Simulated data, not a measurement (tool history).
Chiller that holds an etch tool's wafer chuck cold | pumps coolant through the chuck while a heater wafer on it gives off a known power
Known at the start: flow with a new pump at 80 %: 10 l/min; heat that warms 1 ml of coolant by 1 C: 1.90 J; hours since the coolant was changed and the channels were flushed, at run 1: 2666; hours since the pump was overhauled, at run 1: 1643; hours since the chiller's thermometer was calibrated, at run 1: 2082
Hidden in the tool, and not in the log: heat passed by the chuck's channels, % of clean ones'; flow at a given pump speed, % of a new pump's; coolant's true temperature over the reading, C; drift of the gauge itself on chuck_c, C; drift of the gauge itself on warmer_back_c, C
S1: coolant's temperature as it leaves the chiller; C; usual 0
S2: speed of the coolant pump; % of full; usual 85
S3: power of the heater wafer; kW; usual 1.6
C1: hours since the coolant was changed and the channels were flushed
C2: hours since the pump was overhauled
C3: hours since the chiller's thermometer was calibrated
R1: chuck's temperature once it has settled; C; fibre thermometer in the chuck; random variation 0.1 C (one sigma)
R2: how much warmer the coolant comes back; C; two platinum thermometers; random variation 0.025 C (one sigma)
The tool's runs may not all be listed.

{"run": 1, "hour": 0.0, "S1": 0, "S2": 85, "S3": 1.6, "C1": 2666, "C2": 1643, "C3": 2082, "R1": 13.7, "R2": 4.92}
{"run": 2, "hour": 32.9, "S1": 0, "S2": 85, "S3": 1.6, "C1": 2699, "C2": 1676, "C3": 2115, "R1": 13.7, "R2": 4.88}
{"run": 3, "hour": 80.5, "S1": 0, "S2": 85, "S3": 1.6, "C1": 2746, "C2": 1724, "C3": 2162, "R1": 13.5, "R2": 4.87}
{"run": 4, "hour": 115.5, "S1": 0, "S2": 85, "S3": 1.6, "C1": 2781, "C2": 1759, "C3": 2197, "R1": 13.5, "R2": 4.83}
{"run": 5, "hour": 165.1, "S1": 0, "S2": 85, "S3": 1.6, "C1": 2831, "C2": 1808, "C3": 2247, "R1": 13.8, "R2": 4.89}
{"hour": 174.8, "done": "coolant pump overhauled"}
{"run": 6, "hour": 220.7, "S1": 0, "S2": 85, "S3": 1.6, "C1": 2882, "C2": 46, "C3": 2297, "R1": 13.6, "R2": 4.93}
{"run": 7, "hour": 252.5, "S1": 7, "S2": 72, "S3": 1.38, "C1": 2913, "C2": 78, "C3": 2329, "R1": 20.2, "R2": 5.01}
{"run": 8, "hour": 275.7, "S1": -5, "S2": 62, "S3": 1.6, "C1": 2937, "C2": 101, "C3": 2352, "R1": 11.7, "R2": 6.74}
{"hour": 321.3, "done": "coolant pump overhauled, once more"}
{"run": 9, "hour": 333.8, "S1": -6, "S2": 62, "S3": 1.163, "C1": 2990, "C2": 13, "C3": 2405, "R1": 6.1, "R2": 4.7}
{"run": 10, "hour": 380.6, "S1": -7, "S2": 91, "S3": 0.871, "C1": 3037, "C2": 59, "C3": 2452, "R1": 0.2, "R2": 2.38}
{"run": 11, "hour": 418.6, "S1": -7, "S2": 91, "S3": 0.871, "C1": 3075, "C2": 97, "C3": 2490, "R1": 0.1, "R2": 2.39}
{"hour": 434.0, "done": "chiller's thermometer calibrated"}
{"run": 12, "hour": 457.8, "S1": 7, "S2": 91, "S3": 1.141, "C1": 3113, "C2": 136, "C3": 24, "R1": 16.1, "R2": 3.12}

Forecast each of these 5 alternatives for the next run:
{"run": "A", "hour": 504.7, "S1": 0, "S2": 91, "S3": 1.6, "C1": 3160, "C2": 182, "C3": 71, "R1": "?", "R2": "?"}
{"run": "B", "hour": 504.7, "S1": 0, "S2": 64, "S3": 1.754, "C1": 3160, "C2": 182, "C3": 71, "R1": "?", "R2": "?"}
{"run": "C", "hour": 504.7, "S1": -2, "S2": 64, "S3": 1.001, "C1": 3160, "C2": 182, "C3": 71, "R1": "?", "R2": "?"}
{"run": "D", "hour": 504.7, "S1": 7, "S2": 93, "S3": 1.131, "C1": 3160, "C2": 182, "C3": 71, "R1": "?", "R2": "?"}
{"run": "E", "hour": 504.7, "S1": 0, "S2": 85, "S3": 0.821, "C1": 3160, "C2": 182, "C3": 71, "R1": "?", "R2": "?"}

run=A R1=12.8 R2=4.35
run=B R1=17.3 R2=6.9
run=C R1=8 R2=3.91
run=D R1=15.8 R2=3.07
run=E R1=6.9 R2=2.36
Without the tool's hidden state the same runs would have given:
run=A R1=11.1 R2=4.39
run=B R1=15.1 R2=6.96
run=C R1=6.8 R2=3.95
run=D R1=14.6 R2=3.1
run=E R1=6 R2=2.38
